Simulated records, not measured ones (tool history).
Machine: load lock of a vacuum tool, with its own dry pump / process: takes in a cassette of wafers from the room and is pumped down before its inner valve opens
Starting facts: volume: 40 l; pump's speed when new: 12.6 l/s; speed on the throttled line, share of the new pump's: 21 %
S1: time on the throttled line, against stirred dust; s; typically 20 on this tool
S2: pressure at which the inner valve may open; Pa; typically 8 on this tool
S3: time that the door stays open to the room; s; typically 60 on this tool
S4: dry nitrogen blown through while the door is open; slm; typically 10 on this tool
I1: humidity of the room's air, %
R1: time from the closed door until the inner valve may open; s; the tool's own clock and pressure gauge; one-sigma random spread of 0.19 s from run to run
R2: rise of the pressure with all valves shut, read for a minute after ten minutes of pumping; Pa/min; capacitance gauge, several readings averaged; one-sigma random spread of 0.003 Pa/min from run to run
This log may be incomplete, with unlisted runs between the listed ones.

run,day,S1,S2,S3,S4,I1,R1,R2
1,0.000,20,8,60,10,45.1,47.5,0.314
2,8.558,20,8,60,10,40.6,47.5,0.318
3,14.367,20,8,60,10,48.2,47.9,0.334
4,23.808,20,6,60,10,43.0,49.2,0.346
5,28.821,20,8,60,10,48.2,48.0,0.351
6,34.583,20,8,60,19,46.1,48.2,0.347
7,44.612,20,8,60,19,47.4,48.2,0.360
8,55.100,20,8,60,19,42.1,48.0,0.361
9,66.512,20,8,60,7,45.4,47.9,0.400
10,73.650,20,8,60,28,45.4,48.0,0.388
11,84.288,20,8,60,28,45.3,48.0,0.393
12,89.925,20,8,60,10,43.4,48.4,0.419
13,96.988,20,8,60,10,44.2,48.3,0.437
14,103.783,20,8,60,10,46.5,48.2,0.442
15,109.546,20,8,60,10,43.7,48.0,0.447
16,114.700,20,8,60,10,42.0,48.3,0.455
17,121.417,20,8,60,10,43.2,48.1,0.458
18,130.900,20,8,60,10,44.2,48.8,0.478
19,142.525,20,15,60,10,46.2,46.2,0.498
20,148.408,26,15,60,10,45.5,50.8,0.505
21,158.792,22,8,60,10,47.2,50.2,0.516
22,164.075,22,8,60,10,43.1,50.1,0.526
# day 174.692: door's seal changed, seat wiped
23,175.192,13,8,60,10,43.7,43.2,0.048
24,180.975,13,8,60,10,51.3,43.2,0.064
25,189.542,13,8,60,10,43.7,43.7,0.054
26,194.938,13,8,60,4,43.8,43.4,0.073
27,201.562,13,8,60,4,45.9,43.6,0.080
28,208.742,13,10,90,4,47.0,43.0,0.099
29,213.708,26,8,218,10,43.4,53.5,0.114
30,221.396,20,12,145,10,43.2,47.3,0.092
31,228.175,13,12,47,10,43.3,42.2,0.067
32,233.050,13,12,47,10,43.1,42.2,0.063
33,240.308,20,14,106,10,40.6,46.9,0.086
34,245.333,20,8,34,10,46.3,49.3,0.073
35,250.438,20,8,34,10,49.1,49.2,0.071
36,255.375,18,8,60,15,43.5,48.0,0.073

Below are 5 alternative next runs, each starting from the tool's condition after run 36. Predict each:
A,264.200,20,8,131,5,48.1,?,?
B,264.200,18,8,60,6,44.1,?,?
C,264.200,27,8,60,10,42.1,?,?
D,264.200,13,8,60,7,45.2,?,?
E,264.200,24,9,77,10,42.6,?,?

run,R1,R2
A,49.1,0.130
B,47.5,0.091
C,54.4,0.085
D,43.8,0.088
E,51.8,0.092
With no hidden state in the tool, these same runs would have given:
run,R1,R2
A,45.8,0.100
B,44.1,0.060
C,51.3,0.054
D,40.3,0.056
E,48.8,0.060
